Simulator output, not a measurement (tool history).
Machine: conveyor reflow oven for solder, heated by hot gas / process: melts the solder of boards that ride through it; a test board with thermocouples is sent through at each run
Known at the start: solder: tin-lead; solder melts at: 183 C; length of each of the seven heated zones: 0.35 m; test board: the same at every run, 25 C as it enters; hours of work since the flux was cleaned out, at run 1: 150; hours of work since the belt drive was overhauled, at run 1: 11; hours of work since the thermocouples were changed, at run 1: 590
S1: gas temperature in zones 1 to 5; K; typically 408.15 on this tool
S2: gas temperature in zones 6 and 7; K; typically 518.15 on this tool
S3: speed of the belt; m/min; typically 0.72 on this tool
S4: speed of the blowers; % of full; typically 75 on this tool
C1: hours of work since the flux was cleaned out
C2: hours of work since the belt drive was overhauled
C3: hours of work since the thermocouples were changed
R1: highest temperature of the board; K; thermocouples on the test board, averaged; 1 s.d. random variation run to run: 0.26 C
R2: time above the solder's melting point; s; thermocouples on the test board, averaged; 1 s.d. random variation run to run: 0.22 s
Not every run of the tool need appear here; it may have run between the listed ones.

{"run": 1, "hour": 0.0, "S1": 408.15, "S2": 518.15, "S3": 0.72, "S4": 75, "C1": 150, "C2": 11, "C3": 590, "R1": 500.55, "R2": 47.8}
{"run": 2, "hour": 6.6, "S1": 408.15, "S2": 518.15, "S3": 0.72, "S4": 75, "C1": 154, "C2": 15, "C3": 594, "R1": 500.25, "R2": 48}
{"run": 3, "hour": 19.1, "S1": 408.15, "S2": 518.15, "S3": 0.72, "S4": 75, "C1": 163, "C2": 24, "C3": 603, "R1": 500.65, "R2": 48}
{"run": 4, "hour": 27.9, "S1": 408.15, "S2": 518.15, "S3": 0.72, "S4": 75, "C1": 169, "C2": 30, "C3": 609, "R1": 500.45, "R2": 47.5}
{"run": 5, "hour": 33.9, "S1": 408.15, "S2": 518.15, "S3": 0.72, "S4": 75, "C1": 173, "C2": 34, "C3": 613, "R1": 500.25, "R2": 47.8}
{"run": 6, "hour": 40.7, "S1": 408.15, "S2": 518.15, "S3": 0.72, "S4": 75, "C1": 177, "C2": 38, "C3": 617, "R1": 500.25, "R2": 47.7}
{"run": 7, "hour": 46.3, "S1": 408.15, "S2": 518.15, "S3": 0.72, "S4": 75, "C1": 181, "C2": 42, "C3": 621, "R1": 499.85, "R2": 47.8}
{"run": 8, "hour": 54.0, "S1": 394.15, "S2": 513.15, "S3": 0.761, "S4": 82, "C1": 186, "C2": 47, "C3": 626, "R1": 493.65, "R2": 39}
{"run": 9, "hour": 62.7, "S1": 396.15, "S2": 532.15, "S3": 0.604, "S4": 76, "C1": 192, "C2": 53, "C3": 632, "R1": 517.05, "R2": 62.3}
{"run": 10, "hour": 68.4, "S1": 396.15, "S2": 532.15, "S3": 0.604, "S4": 58, "C1": 196, "C2": 57, "C3": 636, "R1": 511.25, "R2": 59.5}
{"hour": 75.2, "done": "flux residue cleaned out of gas plates and filters"}
{"run": 11, "hour": 79.0, "S1": 408.15, "S2": 528.15, "S3": 0.846, "S4": 70, "C1": 3, "C2": 60, "C3": 639, "R1": 501.55, "R2": 40.7}
{"run": 12, "hour": 89.1, "S1": 414.15, "S2": 518.15, "S3": 0.72, "S4": 68, "C1": 9, "C2": 67, "C3": 646, "R1": 500.65, "R2": 49.1}
{"run": 13, "hour": 98.0, "S1": 420.15, "S2": 522.15, "S3": 0.84, "S4": 83, "C1": 15, "C2": 73, "C3": 652, "R1": 503.95, "R2": 45.2}
{"run": 14, "hour": 110.1, "S1": 408.15, "S2": 515.15, "S3": 0.779, "S4": 50, "C1": 23, "C2": 81, "C3": 660, "R1": 485.35, "R2": 35}

3 ways to go on from here, each from the tool as it stands after run 14. What would each give?
{"run": "A", "hour": 120.8, "S1": 408.15, "S2": 517.15, "S3": 0.72, "S4": 75, "C1": 30, "C2": 88, "C3": 667, "R1": "?", "R2": "?"}
{"run": "B", "hour": 120.8, "S1": 402.15, "S2": 518.15, "S3": 0.622, "S4": 66, "C1": 30, "C2": 88, "C3": 667, "R1": "?", "R2": "?"}
{"run": "C", "hour": 120.8, "S1": 396.15, "S2": 515.15, "S3": 0.779, "S4": 50, "C1": 30, "C2": 88, "C3": 667, "R1": "?", "R2": "?"}

run=A R1=500.75 R2=48.3
run=B R1=503.25 R2=55.4
run=C R1=482.05 R2=30.1
Without the tool's hidden state the same runs would have given:
run=A R1=498.95 R2=47.4
run=B R1=501.35 R2=54.4
run=C R1=480.45 R2=28.9

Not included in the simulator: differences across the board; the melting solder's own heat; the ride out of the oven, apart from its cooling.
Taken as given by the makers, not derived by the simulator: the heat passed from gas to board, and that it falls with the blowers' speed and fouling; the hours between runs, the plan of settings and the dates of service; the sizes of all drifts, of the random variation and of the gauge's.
